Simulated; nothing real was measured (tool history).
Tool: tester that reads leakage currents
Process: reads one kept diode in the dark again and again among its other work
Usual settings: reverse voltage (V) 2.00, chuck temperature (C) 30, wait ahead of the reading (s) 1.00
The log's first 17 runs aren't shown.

run    hour  reverse voltage (V)  chuck temperature (C)  wait ahead of the reading (s)  hours of work since the probe card was cleaned  hours of work since the tester was calibrated  hours of work since the chuck was calibrated  current that the tester gives (pA)
 18  2482.2                 8.67                     30                           1.00                                             554                                           2109                                           182                              371.40
 19  2647.5                 2.00                     30                           1.00                                             676                                           2231                                           303                              215.06
 20  2818.6                 1.26                     27                           0.40                                             802                                           2357                                           429                              137.10
 21  2914.7                 1.26                     27                           0.40                                             873                                           2428                                           500                              138.95
 22  3094.1                 4.42                     29                           1.24                                            1005                                           2560                                           632                              272.97
 23  3189.7                15.90                     38                           4.20                                            1076                                           2630                                           703                             1011.40
 24  3326.7                 1.56                     30                           7.41                                            1177                                           2731                                           804                              204.06
 25  3482.0                 2.00                     49                           1.00                                            1291                                           2846                                           918                             1210.52
 26  3681.7                 2.00                     49                           1.00                                            1438                                           2993                                          1065                             1226.45
 27  3871.7                 9.69                     31                           3.34                                            1578                                           3133                                          1205                              469.65
 28  3966.3                 9.69                     31                           3.34                                            1648                                           3203                                          1275                              473.88
 29  4078.9                 3.02                     59                           2.73                                            1731                                           3286                                          1358                             3290.40
 30  4189.1                 3.02                     59                           2.73                                            1812                                           3367                                          1439                             3306.77
 31  4327.2                 3.02                     59                           2.73                                            1914                                           3469                                          1541                             3332.52
     4365.7  -- probe card cleaned and baked
     4367.7  -- chuck's temperature calibrated
 32  4426.7                 2.00                     57                           0.74                                              44                                           3538                                            44                             2177.29
 33  4522.7                 2.00                     57                           0.74                                             114                                           3609                                           114                             2185.37
 34  4679.9                 2.00                     34                           3.95                                             230                                           3725                                           230                              306.89
 35  4860.0                 2.00                     57                           1.00                                             363                                           3858                                           363                             2224.71
 36  4968.9                 1.88                     57                           1.00                                             443                                           3938                                           443                             2204.10
 37  5086.0                17.01                     54                           1.00                                             529                                           4024                                           529                             3964.21
 38  5204.7                 6.82                     45                           1.00                                             617                                           4112                                           617                             1344.67

5 ways to go on from here, each from the tool as it stands after run 38. What would each give?
  A  5290.6                 1.43                     33                           5.87                                             680                                           4175                                           680                                   ?
  B  5290.6                 1.01                     45                           4.04                                             680                                           4175                                           680                                   ?
  C  5290.6                 2.00                     45                           1.00                                             680                                           4175                                           680                                   ?
  D  5290.6                10.74                     49                           1.00                                             680                                           4175                                           680                                   ?
  E  5290.6                 3.38                     31                           1.00                                             680                                           4175                                           680                                   ?

run  current that the tester gives (pA)
  A                              258.90
  B                              658.65
  C                              855.97
  D                             2243.62
  E                              300.15
Without the tool's hidden state the same runs would have given:
run  current that the tester gives (pA)
  A                              236.84
  B                              606.59
  C                              788.05
  D                             2066.26
  E                              273.63

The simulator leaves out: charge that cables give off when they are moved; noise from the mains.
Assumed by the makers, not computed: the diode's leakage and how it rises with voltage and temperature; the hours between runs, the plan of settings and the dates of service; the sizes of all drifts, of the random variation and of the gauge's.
